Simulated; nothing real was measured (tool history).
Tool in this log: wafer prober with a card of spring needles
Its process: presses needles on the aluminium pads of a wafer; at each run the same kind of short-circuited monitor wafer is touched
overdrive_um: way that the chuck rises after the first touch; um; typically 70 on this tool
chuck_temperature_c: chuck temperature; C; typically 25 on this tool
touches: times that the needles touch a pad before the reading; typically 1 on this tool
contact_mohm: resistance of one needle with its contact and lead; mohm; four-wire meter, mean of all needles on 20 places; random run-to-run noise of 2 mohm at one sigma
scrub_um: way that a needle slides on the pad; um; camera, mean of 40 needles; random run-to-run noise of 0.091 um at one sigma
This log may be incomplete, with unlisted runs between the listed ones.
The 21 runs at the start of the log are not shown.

run   hour  overdrive_um  chuck_temperature_c  touches  touches since the tips were cleaned  cleanings since the card got new needles  touches since the first contact's height was set  contact_mohm  scrub_um
     183.6  -- tips cleaned on abrasive film
 22  188.8            55                   28        2                                 2253                                        34                                            199025           228     12.77
     195.7  -- tips cleaned on abrasive film
 23  201.4            52                   25        2                                 2472                                        35                                            204457           225     12.06
     208.1  -- tips cleaned on abrasive film
 24  211.8            70                   37        2                                 1588                                        36                                            208915           227     16.27
     220.4  -- tips cleaned on abrasive film
 25  220.4            65                   38        2                                    0                                        37                                            212624           227     15.12
 26  228.1            70                   55        1                                 3337                                        37                                            215961           231     16.27
     232.5  -- tips cleaned on abrasive film
 27  240.7            70                   55        1                                 3563                                        38                                            221372           232     16.17
       245  -- tips cleaned on abrasive film
     248.8  -- height of the first contact set anew
 28  252.9            63                   25        1                                 3269                                        39                                              1785           222     14.44
     257.4  -- tips cleaned on abrasive film
 29  265.5            64                  101        1                                 3523                                        40                                              7211           245     14.71
     269.6  -- tips cleaned on abrasive film
 30  275.3            88                  101        2                                 2489                                        41                                             11427           241     20.31
       282  -- tips cleaned on abrasive film
 31  283.5            71                   45        1                                  649                                        42                                             14928           229     16.41
 32  290.5            58                   25        3                                 3678                                        42                                             17957           225     13.47
     294.3  -- tips cleaned on abrasive film
 33  301.4            58                   25        3                                 3062                                        43                                             22637           228      13.4
     307.2  -- tips cleaned on abrasive film
 34  308.2            63                   64        2                                  438                                        44                                             25545           234      14.5

What if the next run were any one of these 4? Each begins from the tool's condition after run 34:
  A  317.1            81                   45        2                                 4291                                        44                                             29398             ?         ?
  B  317.1            89                   25        1                                 4291                                        44                                             29398             ?         ?
  C  317.1            52                   86        3                                 4291                                        44                                             29398             ?         ?
  D  317.1            71                   49        2                                 4291                                        44                                             29398             ?         ?

run  contact_mohm  scrub_um
  A           227     18.67
  B           216     20.58
  C           246        12
  D           229     16.35
What these runs would have given with no unlogged condition in the tool:
run  contact_mohm  scrub_um
  A           226     18.67
  B           216     20.59
  C           246        12
  D           229     16.35
